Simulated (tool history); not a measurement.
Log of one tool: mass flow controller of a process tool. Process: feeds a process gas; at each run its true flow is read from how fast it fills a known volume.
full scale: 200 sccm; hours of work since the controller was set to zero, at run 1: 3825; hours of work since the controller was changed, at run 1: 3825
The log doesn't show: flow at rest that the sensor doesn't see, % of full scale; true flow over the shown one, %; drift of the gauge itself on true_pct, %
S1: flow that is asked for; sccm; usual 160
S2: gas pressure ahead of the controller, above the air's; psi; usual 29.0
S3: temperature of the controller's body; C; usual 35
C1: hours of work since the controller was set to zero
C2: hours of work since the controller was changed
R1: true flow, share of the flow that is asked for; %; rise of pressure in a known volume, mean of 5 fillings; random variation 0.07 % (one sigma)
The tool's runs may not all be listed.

Run 1, hour 0.0: usual settings; C1 3825; C2 3825. Result: R1 102.79 %.
Run 2, hour 131.1: usual settings; C1 3886; C2 3886. Result: R1 102.65 %.
Run 3, hour 369.9: usual settings but S2 23.1 psi; C1 3997; C2 3997. Result: R1 102.95 %.
Run 4, hour 606.9: usual settings but S2 23.1 psi; C1 4107; C2 4107. Result: R1 103.18 %.
Run 5, hour 851.3: usual settings but S2 23.1 psi; C1 4221; C2 4221. Result: R1 103.36 %.
Run 6, hour 1106.9: usual settings but S2 23.1 psi; C1 4340; C2 4340. Result: R1 103.36 %.
Run 7, hour 1386.8: usual settings but S2 27.7 psi; C1 4470; C2 4470. Result: R1 103.19 %.
Run 8, hour 1606.1: usual settings but S2 27.7 psi; C1 4572; C2 4572. Result: R1 103.34 %.
Run 9, hour 1802.9: usual settings but S2 39.2 psi; C1 4664; C2 4664. Result: R1 102.98 %.
Run 10, hour 2063.0: usual settings; C1 4785; C2 4785. Result: R1 103.65 %.
Run 11, hour 2221.7: usual settings; C1 4858; C2 4858. Result: R1 103.61 %.
Run 12, hour 2443.7: usual settings; C1 4962; C2 4962. Result: R1 103.78 %.
Run 13, hour 2624.6: usual settings; C1 5046; C2 5046. Result: R1 103.66 %.
Run 14, hour 2776.6: usual settings; C1 5116; C2 5116. Result: R1 103.86 %.
Run 15, hour 2909.6: usual settings; C1 5178; C2 5178. Result: R1 103.87 %.
Run 16, hour 3107.7: usual settings; C1 5270; C2 5270. Result: R1 104.04 %.
Run 17, hour 3344.0: usual settings; C1 5380; C2 5380. Result: R1 104.23 %.
Run 18, hour 3537.8: usual settings; C1 5470; C2 5470. Result: R1 104.10 %.
Run 19, hour 3706.2: usual settings; C1 5549; C2 5549. Result: R1 104.20 %.
At hour 3777.6: controller exchanged for a calibrated one.
Run 20, hour 3959.6: usual settings but S2 25.8 psi; C1 85; C2 85. Result: R1 99.36 %.
At hour 3980.9: controller's zero set anew.
Run 21, hour 4118.6: usual settings but S2 25.2 psi; C1 64; C2 158. Result: R1 99.28 %.
Run 22, hour 4352.0: usual settings; C1 173; C2 267. Result: R1 99.40 %.
Run 23, hour 4472.1: usual settings; C1 228; C2 323. Result: R1 99.35 %.
Run 24, hour 4622.8: usual settings but S3 25 C; C1 299; C2 393. Result: R1 100.41 %.
Run 25, hour 4769.6: usual settings but S3 30 C; C1 367; C2 461. Result: R1 100.03 %.
Run 26, hour 4931.6: usual settings but S1 178 sccm, S2 29.4 psi, S3 27 C; C1 442; C2 537. Result: R1 100.43 %.
Run 27, hour 5193.2: usual settings but S1 51 sccm, S2 29.4 psi, S3 39 C; C1 564; C2 658. Result: R1 99.21 %.
Run 28, hour 5452.9: usual settings but S1 189 sccm, S2 29.7 psi; C1 685; C2 779. Result: R1 99.78 %.
At hour 5475.6: controller's zero set anew, once more.
Run 29, hour 5631.2: usual settings but S1 189 sccm, S2 24.2 psi, S3 32 C; C1 72; C2 862. Result: R1 100.41 %.
Run 30, hour 5904.1: usual settings but S1 189 sccm, S2 24.2 psi, S3 32 C; C1 199; C2 989. Result: R1 100.59 %.
Run 31, hour 6166.6: usual settings but S1 189 sccm, S2 24.2 psi, S3 32 C; C1 321; C2 1111. Result: R1 100.52 %.
Run 32, hour 6422.5: usual settings but S1 83 sccm, S2 23.4 psi, S3 34 C; C1 440; C2 1230. Result: R1 100.34 %.
Run 33, hour 6679.6: usual settings but S1 81 sccm, S2 23.4 psi, S3 34 C; C1 560; C2 1349. Result: R1 100.48 %.
Run 34, hour 6952.2: usual settings but S1 81 sccm, S2 24.7 psi, S3 36 C; C1 687; C2 1476. Result: R1 100.20 %.
Run 35, hour 7075.7: usual settings but S1 81 sccm, S2 23.6 psi, S3 34 C; C1 744; C2 1534. Result: R1 100.61 %.
Run 36, hour 7286.2: usual settings but S1 84 sccm, S2 34.4 psi, S3 39 C; C1 842; C2 1632. Result: R1 99.75 %.
Run 37, hour 7555.6: usual settings but S1 30 sccm, S3 34 C; C1 967; C2 1757. Result: R1 100.73 %.
Run 38, hour 7706.5: usual settings but S1 30 sccm, S3 34 C; C1 1038; C2 1827. Result: R1 100.93 %.
Run 39, hour 7848.4: usual settings but S3 29 C; C1 1104; C2 1893. Result: R1 101.36 %.
Run 40, hour 8015.1: usual settings but S3 29 C; C1 1181; C2 1971. Result: R1 101.26 %.
Run 41, hour 8168.1: usual settings but S1 69 sccm, S3 22 C; C1 1252; C2 2042. Result: R1 101.88 %.
Run 42, hour 8351.5: usual settings but S1 69 sccm, S3 22 C; C1 1338; C2 2127. Result: R1 101.98 %.
Run 43, hour 8491.8: usual settings but S1 58 sccm, S2 25.7 psi; C1 1403; C2 2192. Result: R1 101.06 %.
Run 44, hour 8750.4: usual settings but S1 58 sccm, S2 25.7 psi; C1 1523; C2 2313. Result: R1 101.27 %.
Run 45, hour 8870.0: usual settings but S1 58 sccm, S2 25.7 psi; C1 1579; C2 2368. Result: R1 101.10 %.
Run 46, hour 8986.4: usual settings but S1 58 sccm, S2 25.7 psi; C1 1633; C2 2422. Result: R1 101.34 %.
Run 47, hour 9260.9: usual settings but S1 56 sccm, S2 28.6 psi; C1 1761; C2 2550. Result: R1 101.32 %.
Run 48, hour 9500.8: usual settings but S1 47 sccm, S2 34.7 psi, S3 32 C; C1 1872; C2 2662. Result: R1 101.44 %.

Some steps in R1 between neighbouring runs. How much of each would the tool show without its hidden state too (settings, what came in, random variation), and how much is left for the hidden state, with any gauge scatter that isn't in both results?
Run 19 -> 20: S2 29.0 -> 25.8, controller exchanged for a calibrated one. R1 -4.84 %: hidden state -5.02, all else +0.18.
Run 23 -> 24: S3 35 -> 25. R1 +1.06 %: hidden state +0.07, all else +0.99.
Run 26 -> 27: S1 178 -> 51, S3 27 -> 39. R1 -1.22 %: hidden state +0.36, all else -1.58.
Run 36 -> 37: S1 84 -> 30, S2 34.4 -> 29.0, S3 39 -> 34. R1 +0.98 %: hidden state +0.41, all else +0.57.

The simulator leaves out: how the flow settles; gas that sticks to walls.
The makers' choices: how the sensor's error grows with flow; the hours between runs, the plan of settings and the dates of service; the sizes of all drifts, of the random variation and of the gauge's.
